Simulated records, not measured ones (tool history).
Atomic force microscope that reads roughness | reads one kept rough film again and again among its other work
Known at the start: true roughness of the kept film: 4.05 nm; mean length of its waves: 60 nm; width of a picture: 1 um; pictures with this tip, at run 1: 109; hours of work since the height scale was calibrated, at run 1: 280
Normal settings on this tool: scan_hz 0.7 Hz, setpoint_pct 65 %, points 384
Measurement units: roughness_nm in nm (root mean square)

run	hour	scan_hz	setpoint_pct	points	pictures with this tip	hours of work since the height scale was calibrated	roughness_nm
1	0	0.7	65	384	109	280	3.582
# hour 6.7: new tip fitted
2	15	0.7	65	384	10	290	3.742
3	33.2	0.7	65	384	34	302	3.726
4	46	0.7	65	384	51	310	3.705
5	62.5	0.7	65	384	72	321	3.642
6	78.7	0.7	65	384	93	332	3.599
7	94.2	0.7	65	384	113	343	3.578
# hour 98.4: new tip fitted
8	109.5	0.7	65	384	14	352	3.728
9	128.6	0.543	65	384	39	365	3.724
10	138.7	0.7	65	384	52	372	3.681
11	147.6	0.7	65	384	64	378	3.663
12	158.2	0.7	71	611	77	385	3.592
13	177	0.7	71	611	102	397	3.576
# hour 189: new tip fitted
14	192.2	0.7	71	611	4	407	3.771
15	211.8	3.071	65	410	29	420	3.484
16	229.2	3.071	65	410	52	432	3.451
17	239.9	3.373	87	410	65	439	2.821
18	256.4	3.373	85	410	87	450	2.879
19	271.9	2.726	66	267	107	460	3.359
# hour 280.1: new tip fitted
20	292.1	1.519	61	638	15	474	3.693

Each row is a separate what-if for the run after 20, all from the same tool condition, not one after another. Results?
A	303.6	0.7	65	633	30	481	?
B	303.6	2.213	65	638	30	481	?
C	303.6	0.7	65	811	30	481	?
D	303.6	2.425	65	384	30	481	?
E	303.6	1.519	69	745	30	481	?

run	roughness_nm
A	3.724
B	3.555
C	3.713
D	3.553
E	3.586
What these runs would have given with no unlogged condition in the tool:
run	roughness_nm
A	3.8
B	3.627
C	3.789
D	3.625
E	3.659
